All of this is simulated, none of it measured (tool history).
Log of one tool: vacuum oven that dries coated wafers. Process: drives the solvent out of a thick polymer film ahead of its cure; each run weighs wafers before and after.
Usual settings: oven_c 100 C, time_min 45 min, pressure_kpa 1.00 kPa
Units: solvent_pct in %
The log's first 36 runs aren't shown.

| run | day | oven_c | time_min | pressure_kpa | hours of work since the thermocouples were calibrated | hours of work since the vacuum gauge was cleaned of residue | solvent_pct |
|---|---|---|---|---|---|---|---|
| 37 | 132.012 | 93 | 22 | 0.59 | 1009 | 598 | 6.49 |
| 38 | 136.625 | 111 | 45 | 0.71 | 1069 | 658 | 1.17 |
|  | 139.067 | oven's thermocouples calibrated |
| 39 | 139.721 | 85 | 45 | 3.42 | 9 | 697 | 6.46 |
| 40 | 142.212 | 85 | 40 | 3.21 | 41 | 730 | 6.76 |
| 41 | 145.675 | 91 | 30 | 1.00 | 86 | 775 | 5.76 |
| 42 | 150.354 | 91 | 57 | 1.98 | 147 | 836 | 3.91 |
| 43 | 154.025 | 91 | 57 | 1.98 | 195 | 883 | 4.00 |
| 44 | 157.425 | 102 | 57 | 1.98 | 239 | 928 | 1.93 |
| 45 | 161.679 | 102 | 57 | 1.98 | 295 | 983 | 2.00 |
| 46 | 165.438 | 85 | 67 | 1.98 | 344 | 1032 | 4.80 |
| 47 | 170.446 | 89 | 73 | 0.96 | 409 | 1097 | 3.20 |

Forecast each of these 4 alternatives for the next run:
| A | 173.633 | 100 | 73 | 1.37 | 451 | 1139 | ? |
| B | 173.633 | 89 | 73 | 3.37 | 451 | 1139 | ? |
| C | 173.633 | 91 | 56 | 1.25 | 451 | 1139 | ? |
| D | 173.633 | 107 | 48 | 1.00 | 451 | 1139 | ? |

| run | solvent_pct |
|---|---|
| A | 1.56 |
| B | 4.37 |
| C | 3.86 |
| D | 1.47 |
Without the tool's hidden state the same runs would have given:
| run | solvent_pct |
|---|---|
| A | 1.32 |
| B | 4.01 |
| C | 3.54 |
| D | 1.26 |
